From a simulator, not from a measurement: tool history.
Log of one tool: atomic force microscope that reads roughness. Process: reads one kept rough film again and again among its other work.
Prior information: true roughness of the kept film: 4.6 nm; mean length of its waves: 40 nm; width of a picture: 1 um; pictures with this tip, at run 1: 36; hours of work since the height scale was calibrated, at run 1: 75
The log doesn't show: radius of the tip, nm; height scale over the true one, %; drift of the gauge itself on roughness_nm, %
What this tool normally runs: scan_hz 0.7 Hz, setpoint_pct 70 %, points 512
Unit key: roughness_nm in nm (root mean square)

run,day,scan_hz,setpoint_pct,points,pictures with this tip,hours of work since the height scale was calibrated,roughness_nm
1,0,0.7,70,512,36,75,4.09
2,2.3,0.7,87,512,158,118,3.849
3,4.096,0.7,87,512,254,151,3.825
# day 5.704: new tip fitted
4,6.458,0.7,70,512,40,194,4.081
5,8.221,0.7,70,512,134,227,4.069
6,9.692,0.7,70,512,212,254,4.075
7,11.308,0.7,70,282,298,284,4.043
# day 12.038: new tip fitted
8,13.117,0.7,70,512,57,317,4.03
9,15.317,0.7,70,512,174,358,4.078
10,17.604,0.7,70,512,296,400,4.069
# day 18.321: new tip fitted
11,19.912,0.7,70,512,84,443,4.081
12,21.921,0.7,70,512,191,480,4.046
13,23.946,0.7,70,512,298,517,4.051
# day 24.671: new tip fitted
14,25.283,0.7,70,512,32,542,4.069
15,27.217,0.626,84,261,135,578,3.895
16,28.45,0.626,84,261,200,601,3.909
17,30.879,0.626,84,261,330,646,3.865
# day 31.092: new tip fitted
18,33.1,0.783,89,760,106,686,3.774
19,35.412,0.783,90,760,229,729,3.734
# day 37.429: new tip fitted
20,37.45,0.702,83,484,1,767,3.89
21,39.717,0.702,83,484,121,809,3.901
22,41.862,1.41,76,512,236,848,3.773
23,43.238,3.12,64,787,308,874,3.728
# day 43.758: new tip fitted
24,45.112,3.133,70,701,72,908,3.555
25,46.5,1.345,82,293,146,934,3.625

Run 26 comes next. What will it give?
26,48.858,0.754,67,357,271,978,?

roughness_nm: 4.051 nm (root mean square)
With no hidden state in the tool, this same run would have given roughness_nm 4.06 nm (root mean square).
